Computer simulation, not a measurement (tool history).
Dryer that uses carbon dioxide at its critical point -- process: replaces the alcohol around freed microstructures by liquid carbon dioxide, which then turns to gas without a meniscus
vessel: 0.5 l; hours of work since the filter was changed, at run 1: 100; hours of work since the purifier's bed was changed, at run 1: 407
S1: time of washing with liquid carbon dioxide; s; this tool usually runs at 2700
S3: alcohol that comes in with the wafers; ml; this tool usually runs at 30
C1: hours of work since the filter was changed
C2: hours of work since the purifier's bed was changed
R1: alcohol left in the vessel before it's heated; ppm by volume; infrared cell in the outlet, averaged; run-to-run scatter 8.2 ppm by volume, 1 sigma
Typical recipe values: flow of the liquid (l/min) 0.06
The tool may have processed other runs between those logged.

{"run": 1, "hour": 0.0, "S1": 2700, "flow of the liquid (l/min)": 0.06, "S3": 30, "C1": 100, "C2": 407, "R1": 550}
{"run": 2, "hour": 11.0, "S1": 3900, "flow of the liquid (l/min)": 0.06, "S3": 30, "C1": 106, "C2": 413, "R1": 96}
{"run": 3, "hour": 26.9, "S1": 3900, "flow of the liquid (l/min)": 0.06, "S3": 30, "C1": 115, "C2": 422, "R1": 90}
{"run": 4, "hour": 40.6, "S1": 3900, "flow of the liquid (l/min)": 0.06, "S3": 30, "C1": 122, "C2": 430, "R1": 103}
{"run": 5, "hour": 59.3, "S1": 2700, "flow of the liquid (l/min)": 0.06, "S3": 30, "C1": 133, "C2": 440, "R1": 577}
{"run": 6, "hour": 79.7, "S1": 2700, "flow of the liquid (l/min)": 0.06, "S3": 30, "C1": 144, "C2": 451, "R1": 568}
{"run": 7, "hour": 89.6, "S1": 2700, "flow of the liquid (l/min)": 0.06, "S3": 30, "C1": 149, "C2": 456, "R1": 569}
{"run": 8, "hour": 101.2, "S1": 1800, "flow of the liquid (l/min)": 0.06, "S3": 30, "C1": 156, "C2": 463, "R1": 2635}
{"run": 9, "hour": 111.2, "S1": 1800, "flow of the liquid (l/min)": 0.06, "S3": 30, "C1": 161, "C2": 468, "R1": 2669}
{"run": 10, "hour": 122.0, "S1": 2700, "flow of the liquid (l/min)": 0.06, "S3": 30, "C1": 167, "C2": 474, "R1": 591}
{"run": 11, "hour": 133.0, "S1": 3600, "flow of the liquid (l/min)": 0.0895, "S3": 59, "C1": 173, "C2": 480, "R1": 55}
{"run": 12, "hour": 152.3, "S1": 3600, "flow of the liquid (l/min)": 0.0895, "S3": 59, "C1": 184, "C2": 491, "R1": 43}
{"run": 13, "hour": 173.2, "S1": 3600, "flow of the liquid (l/min)": 0.0895, "S3": 59, "C1": 195, "C2": 502, "R1": 49}
{"run": 14, "hour": 187.8, "S1": 3360, "flow of the liquid (l/min)": 0.0895, "S3": 59, "C1": 203, "C2": 510, "R1": 60}
{"run": 15, "hour": 207.7, "S1": 3120, "flow of the liquid (l/min)": 0.06, "S3": 48, "C1": 214, "C2": 521, "R1": 504}
{"run": 16, "hour": 223.3, "S1": 2700, "flow of the liquid (l/min)": 0.0829, "S3": 65, "C1": 223, "C2": 530, "R1": 236}
{"run": 17, "hour": 239.5, "S1": 2340, "flow of the liquid (l/min)": 0.0366, "S3": 22, "C1": 232, "C2": 539, "R1": 4308}
{"run": 18, "hour": 249.5, "S1": 2340, "flow of the liquid (l/min)": 0.0366, "S3": 22, "C1": 237, "C2": 544, "R1": 4359}
{"run": 19, "hour": 266.6, "S1": 2700, "flow of the liquid (l/min)": 0.0393, "S3": 50, "C1": 247, "C2": 554, "R1": 5567}
{"run": 20, "hour": 277.1, "S1": 3720, "flow of the liquid (l/min)": 0.0393, "S3": 50, "C1": 252, "C2": 560, "R1": 1906}

Alternative continuations, all from the tool just after run 20; predict every row:
{"run": "A", "hour": 290.8, "S1": 2040, "flow of the liquid (l/min)": 0.06, "S3": 30, "C1": 260, "C2": 567, "R1": "?"}
{"run": "B", "hour": 290.8, "S1": 1920, "flow of the liquid (l/min)": 0.0812, "S3": 22, "C1": 260, "C2": 567, "R1": "?"}
{"run": "C", "hour": 290.8, "S1": 1920, "flow of the liquid (l/min)": 0.0393, "S3": 49, "C1": 260, "C2": 567, "R1": "?"}

run=A R1=1933
run=B R1=534
run=C R1=12557
Without the tool's hidden state the same runs would have given:
run=A R1=1391
run=B R1=329
run=C R1=10420
